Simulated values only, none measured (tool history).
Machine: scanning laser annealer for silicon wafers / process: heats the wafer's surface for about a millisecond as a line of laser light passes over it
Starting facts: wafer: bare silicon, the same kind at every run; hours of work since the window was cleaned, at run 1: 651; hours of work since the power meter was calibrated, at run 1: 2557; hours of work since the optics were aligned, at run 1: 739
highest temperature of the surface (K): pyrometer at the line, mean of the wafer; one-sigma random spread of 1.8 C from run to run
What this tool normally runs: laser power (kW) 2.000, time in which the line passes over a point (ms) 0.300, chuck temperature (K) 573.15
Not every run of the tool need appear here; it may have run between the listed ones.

run     day  laser power (kW)  time in which the line passes over a point (ms)  chuck temperature (K)  hours of work since the window was cleaned  hours of work since the power meter was calibrated  hours of work since the optics were aligned  highest temperature of the surface (K)
  1   0.000             2.000                                            0.300                 573.15                                         651                                                2557                                          739                                 1234.15
  2   2.050             2.000                                            0.300                 573.15                                         689                                                2595                                          777                                 1234.15
  3   5.096             2.000                                            0.300                 573.15                                         745                                                2651                                          833                                 1229.15
      5.658  -- window over the wafer cleaned
  4   9.079             2.000                                            0.300                 573.15                                          63                                                2723                                          905                                 1268.15
  5  11.067             2.000                                            0.300                 573.15                                         100                                                2760                                          942                                 1267.15
  6  13.133             2.000                                            0.310                 573.15                                         138                                                2799                                          980                                 1273.15
  7  15.221             2.000                                            0.310                 573.15                                         177                                                2837                                         1019                                 1272.15
  8  17.700             2.000                                            0.310                 573.15                                         223                                                2883                                         1065                                 1268.15
     18.033  -- laser's power meter calibrated
  9  21.592             2.000                                            0.300                 573.15                                         293                                                  66                                         1135                                 1250.15
 10  24.817             2.000                                            0.300                 537.15                                         353                                                 126                                         1194                                 1210.15
 11  26.608             2.000                                            0.300                 573.15                                         386                                                 159                                         1228                                 1242.15
 12  30.325             2.000                                            0.300                 573.15                                         455                                                 228                                         1297                                 1241.15
 13  32.012             1.960                                            0.300                 573.15                                         486                                                 259                                         1328                                 1222.15
 14  35.829             1.960                                            0.300                 573.15                                         557                                                 330                                         1399                                 1217.15
 15  37.508             1.960                                            0.300                 573.15                                         588                                                 361                                         1430                                 1215.15
 16  40.021             1.837                                            0.241                 577.15                                         634                                                 407                                         1476                                 1117.15
     41.346  -- laser's power meter calibrated, once more
     43.475  -- optics aligned, line set to its width
 17  44.188             1.958                                            0.241                 536.15                                         705                                                  49                                           13                                 1127.15
 18  46.200             1.958                                            0.241                 536.15                                         743                                                  86                                           50                                 1126.15
     46.975  -- window over the wafer cleaned
 19  49.004             1.958                                            0.241                 536.15                                          38                                                 136                                          101                                 1164.15
 20  51.854             1.958                                            0.241                 580.15                                          90                                                 189                                          154                                 1203.15
 21  54.600             2.122                                            0.270                 593.15                                         141                                                 240                                          205                                 1300.15
 22  58.171             2.000                                            0.300                 582.15                                         207                                                 306                                          271                                 1279.15
 23  60.079             2.123                                            0.300                 557.15                                         243                                                 342                                          306                                 1294.15
 24  62.500             1.785                                            0.300                 603.15                                         288                                                 386                                          351                                 1213.15
 25  65.179             1.745                                            0.300                 541.15                                         337                                                 436                                          401                                 1136.15

Each row is a separate what-if for the run after 25, all from the same tool condition, not one after another. Results?
  A  67.592             1.745                                            0.234                 534.15                                         382                                                 481                                          445                                       ?
  B  67.592             1.745                                            0.262                 541.15                                         382                                                 481                                          445                                       ?
  C  67.592             2.018                                            0.300                 573.15                                         382                                                 481                                          445                                       ?

run  highest temperature of the surface (K)
  A                                 1061.15
  B                                 1100.15
  C                                 1265.15
With no hidden state in the tool, these same runs would have given:
run  highest temperature of the surface (K)
  A                                 1083.15
  B                                 1123.15
  C                                 1294.15

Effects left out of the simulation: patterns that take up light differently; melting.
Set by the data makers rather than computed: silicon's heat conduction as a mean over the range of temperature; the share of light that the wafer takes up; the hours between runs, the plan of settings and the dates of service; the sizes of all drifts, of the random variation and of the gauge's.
